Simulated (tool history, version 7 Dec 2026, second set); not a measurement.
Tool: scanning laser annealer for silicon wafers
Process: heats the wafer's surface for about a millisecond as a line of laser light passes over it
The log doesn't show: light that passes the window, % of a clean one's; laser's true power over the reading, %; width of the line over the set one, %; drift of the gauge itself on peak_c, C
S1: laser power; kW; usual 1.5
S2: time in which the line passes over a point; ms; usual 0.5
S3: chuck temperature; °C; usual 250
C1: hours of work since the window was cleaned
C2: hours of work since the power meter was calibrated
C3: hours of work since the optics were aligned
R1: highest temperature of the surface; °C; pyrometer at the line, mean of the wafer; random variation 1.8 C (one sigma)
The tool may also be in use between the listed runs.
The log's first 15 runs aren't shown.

run	hour	S1	S2	S3	C1	C2	C3	R1
16	287.8	1.5	0.5	290	285	737	1061	992
17	301.6	1.5	0.5	290	293	745	1070	991
18	313.2	1.436	0.5	290	300	752	1076	956
19	325.3	1.5	0.5	250	307	759	1084	949
20	341.2	1.5	0.5	250	317	769	1093	952
21	351	1.5	0.594	250	322	774	1099	1017
22	363.2	1.598	0.594	270	329	782	1106	1088
23	379	1.598	0.443	281	339	791	1115	987
24	395.4	1.598	0.443	281	348	800	1125	989
25	416.7	1.641	0.5	250	361	813	1137	1019
26	433.3	1.531	0.5	255	371	823	1147	972
27	447.5	1.353	0.485	285	379	831	1155	900
28	460	1.353	0.485	285	386	838	1163	905
29	483	1.379	0.485	267	400	852	1176	897
30	497.9	1.458	0.546	251	409	861	1185	962

Run 31 comes next. What will it give?
31	519	1.367	0.506	220	421	873	1197	?

{"run 31": {"R1": 856}}
Without the tool's hidden state the same run would have given R1 857 °C.

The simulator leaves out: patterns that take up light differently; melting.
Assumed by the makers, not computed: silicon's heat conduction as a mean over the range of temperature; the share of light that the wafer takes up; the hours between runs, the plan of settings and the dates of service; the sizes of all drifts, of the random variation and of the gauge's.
